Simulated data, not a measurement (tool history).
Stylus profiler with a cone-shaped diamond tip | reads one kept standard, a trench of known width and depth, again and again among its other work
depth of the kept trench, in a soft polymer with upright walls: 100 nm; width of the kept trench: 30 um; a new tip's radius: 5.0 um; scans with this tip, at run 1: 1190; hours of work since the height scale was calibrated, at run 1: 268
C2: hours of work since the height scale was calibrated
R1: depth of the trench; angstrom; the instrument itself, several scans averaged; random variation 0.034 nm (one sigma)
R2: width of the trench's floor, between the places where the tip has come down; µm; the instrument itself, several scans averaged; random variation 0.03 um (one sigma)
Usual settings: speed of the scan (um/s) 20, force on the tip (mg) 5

Run 1, hour 0: usual settings; scans with this tip 1190; C2 268. Result: R1 1010 angstrom, R2 27.91 µm.
Run 2, hour 27.8: usual settings but force on the tip (mg) 11.25; scans with this tip 1249; C2 281. Result: R1 1016.6 angstrom, R2 27.87 µm.
Run 3, hour 57.6: usual settings but speed of the scan (um/s) 30; scans with this tip 1311; C2 295. Result: R1 1009.1 angstrom, R2 27.85 µm.
Run 4, hour 87.6: usual settings; scans with this tip 1374; C2 309. Result: R1 1009 angstrom, R2 27.87 µm.
Run 5, hour 101.7: usual settings but force on the tip (mg) 6.92; scans with this tip 1404; C2 316. Result: R1 1012.1 angstrom, R2 27.87 µm.
Run 6, hour 114.7: usual settings but force on the tip (mg) 6.92; scans with this tip 1431; C2 322. Result: R1 1011.3 angstrom, R2 27.85 µm.
Run 7, hour 132.6: usual settings; scans with this tip 1469; C2 331. Result: R1 1009 angstrom, R2 27.87 µm.
Run 8, hour 157.6: usual settings; scans with this tip 1521; C2 343. Result: R1 1009.1 angstrom, R2 27.86 µm.
Run 9, hour 184.1: usual settings but force on the tip (mg) 8.68; scans with this tip 1577; C2 355. Result: R1 1013.1 angstrom, R2 27.83 µm.
Run 10, hour 202.7: usual settings; scans with this tip 1616; C2 364. Result: R1 1008.5 angstrom, R2 27.84 µm.
Run 11, hour 218.3: usual settings but speed of the scan (um/s) 7; scans with this tip 1648; C2 371. Result: R1 1008.2 angstrom, R2 27.89 µm.
Run 12, hour 242: usual settings; scans with this tip 1698; C2 382. Result: R1 1008.4 angstrom, R2 27.82 µm.
Run 13, hour 273.3: usual settings but speed of the scan (um/s) 31; scans with this tip 1764; C2 397. Result: R1 1009.2 angstrom, R2 27.81 µm.
Run 14, hour 292.4: usual settings but speed of the scan (um/s) 10; scans with this tip 1804; C2 406. Result: R1 1009.3 angstrom, R2 27.83 µm.
Run 15, hour 312.1: usual settings but speed of the scan (um/s) 10; scans with this tip 1845; C2 416. Result: R1 1008.8 angstrom, R2 27.88 µm.
Run 16, hour 327.2: usual settings but speed of the scan (um/s) 10; scans with this tip 1877; C2 423. Result: R1 1008.8 angstrom, R2 27.81 µm.
Run 17, hour 343.8: usual settings but speed of the scan (um/s) 10; scans with this tip 1912; C2 431. Result: R1 1008.2 angstrom, R2 27.84 µm.
Run 18, hour 364.7: usual settings but speed of the scan (um/s) 10; scans with this tip 1956; C2 441. Result: R1 1008.8 angstrom, R2 27.81 µm.
Run 19, hour 383.2: usual settings but speed of the scan (um/s) 10; scans with this tip 1995; C2 449. Result: R1 1007.9 angstrom, R2 27.84 µm.
Run 20, hour 400.4: usual settings but speed of the scan (um/s) 33; scans with this tip 2031; C2 457. Result: R1 1008.3 angstrom, R2 27.82 µm.
Run 21, hour 424.5: usual settings but speed of the scan (um/s) 8; scans with this tip 2081; C2 469. Result: R1 1008.6 angstrom, R2 27.87 µm.
Run 22, hour 452.1: usual settings but speed of the scan (um/s) 8; scans with this tip 2139; C2 482. Result: R1 1009 angstrom, R2 27.82 µm.
Run 23, hour 474.1: usual settings; scans with this tip 2185; C2 492. Result: R1 1008.5 angstrom, R2 27.88 µm.
Run 24, hour 487.9: usual settings but force on the tip (mg) 7.87; scans with this tip 2214; C2 499. Result: R1 1011.7 angstrom, R2 27.85 µm.
Run 25, hour 511.3: usual settings but speed of the scan (um/s) 5, force on the tip (mg) 4.27; scans with this tip 2263; C2 510. Result: R1 1006.7 angstrom, R2 27.89 µm.
Run 26, hour 530.6: usual settings but speed of the scan (um/s) 9, force on the tip (mg) 2.74; scans with this tip 2304; C2 519. Result: R1 1004.6 angstrom, R2 27.79 µm.
Run 27, hour 562.3: usual settings but speed of the scan (um/s) 6, force on the tip (mg) 3.01; scans with this tip 2371; C2 534. Result: R1 1005.5 angstrom, R2 27.8 µm.
Run 28, hour 577: usual settings but speed of the scan (um/s) 6, force on the tip (mg) 3.01; scans with this tip 2401; C2 541. Result: R1 1005.2 angstrom, R2 27.84 µm.
Run 29, hour 593.7: usual settings but speed of the scan (um/s) 6, force on the tip (mg) 3.01; scans with this tip 2437; C2 549. Result: R1 1005.8 angstrom, R2 27.87 µm.
Run 30, hour 621.7: usual settings but speed of the scan (um/s) 7, force on the tip (mg) 1.76; scans with this tip 2495; C2 562. Result: R1 1002.6 angstrom, R2 27.81 µm.
Run 31, hour 646.8: usual settings but speed of the scan (um/s) 59, force on the tip (mg) 13.66; scans with this tip 2548; C2 574. Result: R1 1018.1 angstrom, R2 27.77 µm.
Run 32, hour 663.4: usual settings but speed of the scan (um/s) 7, force on the tip (mg) 13.66; scans with this tip 2583; C2 582. Result: R1 1017.3 angstrom, R2 27.86 µm.
Run 33, hour 685.8: usual settings but speed of the scan (um/s) 10, force on the tip (mg) 11.07; scans with this tip 2630; C2 592. Result: R1 1015.1 angstrom, R2 27.8 µm.
Run 34, hour 706.1: usual settings but speed of the scan (um/s) 10, force on the tip (mg) 11.07; scans with this tip 2672; C2 602. Result: R1 1015.2 angstrom, R2 27.77 µm.
Run 35, hour 732.7: usual settings but speed of the scan (um/s) 10, force on the tip (mg) 11.07; scans with this tip 2728; C2 615. Result: R1 1015.2 angstrom, R2 27.81 µm.
Run 36, hour 757.7: usual settings but speed of the scan (um/s) 10, force on the tip (mg) 1.82; scans with this tip 2781; C2 626. Result: R1 1003.1 angstrom, R2 27.79 µm.
Run 37, hour 784.1: usual settings but speed of the scan (um/s) 10, force on the tip (mg) 4.42; scans with this tip 2836; C2 639. Result: R1 1006.8 angstrom, R2 27.78 µm.
Run 38, hour 801.5: usual settings but speed of the scan (um/s) 41, force on the tip (mg) 1.99; scans with this tip 2873; C2 647. Result: R1 1003.6 angstrom, R2 27.65 µm.
Run 39, hour 821.4: usual settings but speed of the scan (um/s) 41, force on the tip (mg) 1.99; scans with this tip 2914; C2 657. Result: R1 1003.1 angstrom, R2 27.7 µm.
Run 40, hour 846.7: usual settings but speed of the scan (um/s) 8, force on the tip (mg) 14.65; scans with this tip 2968; C2 669. Result: R1 1016.8 angstrom, R2 27.81 µm.
Run 41, hour 865: usual settings but speed of the scan (um/s) 8, force on the tip (mg) 8.26; scans with this tip 3006; C2 677. Result: R1 1012 angstrom, R2 27.84 µm.
Run 42, hour 883.6: usual settings but speed of the scan (um/s) 8, force on the tip (mg) 8.26; scans with this tip 3045; C2 686. Result: R1 1011.6 angstrom, R2 27.82 µm.
Run 43, hour 904.7: usual settings but speed of the scan (um/s) 61, force on the tip (mg) 5.98; scans with this tip 3089; C2 696. Result: R1 1008.9 angstrom, R2 27.71 µm.
Run 44, hour 919.3: usual settings but speed of the scan (um/s) 61, force on the tip (mg) 5.98; scans with this tip 3120; C2 703. Result: R1 1009.1 angstrom, R2 27.73 µm.
Run 45, hour 936.9: usual settings but speed of the scan (um/s) 61, force on the tip (mg) 5.98; scans with this tip 3157; C2 711. Result: R1 1008.3 angstrom, R2 27.69 µm.
Run 46, hour 959.2: usual settings but speed of the scan (um/s) 61, force on the tip (mg) 5.98; scans with this tip 3204; C2 722. Result: R1 1009 angstrom, R2 27.74 µm.
Run 47, hour 974.5: usual settings but force on the tip (mg) 1.78; scans with this tip 3236; C2 729. Result: R1 1003 angstrom, R2 27.72 µm.

Hidden state or all else? Some run-to-run changes of R1, split into what the settings, what came in and random variation would give without the hidden state, and what is left for the hidden state (with any gauge scatter that isn't in both results):
The hidden state here: radius of the tip, um; height scale over the true one, %; drift of the gauge itself on depth_nm, %; drift of the gauge itself on floor_um, %.
Run 1 -> 2: force on the tip (mg) 5 -> 11.25. R1 +6.6 angstrom: hidden state -0.1, all else +6.7.
Run 3 -> 4: speed of the scan (um/s) 30 -> 20. R1 -0.1 angstrom: hidden state -0.1, all else +0.
Run 6 -> 7: force on the tip (mg) 6.92 -> 5. R1 -2.3 angstrom: hidden state -0.1, all else -2.2.
Run 30 -> 31: speed of the scan (um/s) 7 -> 59, force on the tip (mg) 1.76 -> 13.66. R1 +15.5 angstrom: hidden state -0.1, all else +15.6.
Run 35 -> 36: force on the tip (mg) 11.07 -> 1.82. R1 -12.1 angstrom: hidden state -0.1, all else -12.
Run 39 -> 40: speed of the scan (um/s) 41 -> 8, force on the tip (mg) 1.99 -> 14.65. R1 +13.7 angstrom: hidden state +0, all else +13.7.

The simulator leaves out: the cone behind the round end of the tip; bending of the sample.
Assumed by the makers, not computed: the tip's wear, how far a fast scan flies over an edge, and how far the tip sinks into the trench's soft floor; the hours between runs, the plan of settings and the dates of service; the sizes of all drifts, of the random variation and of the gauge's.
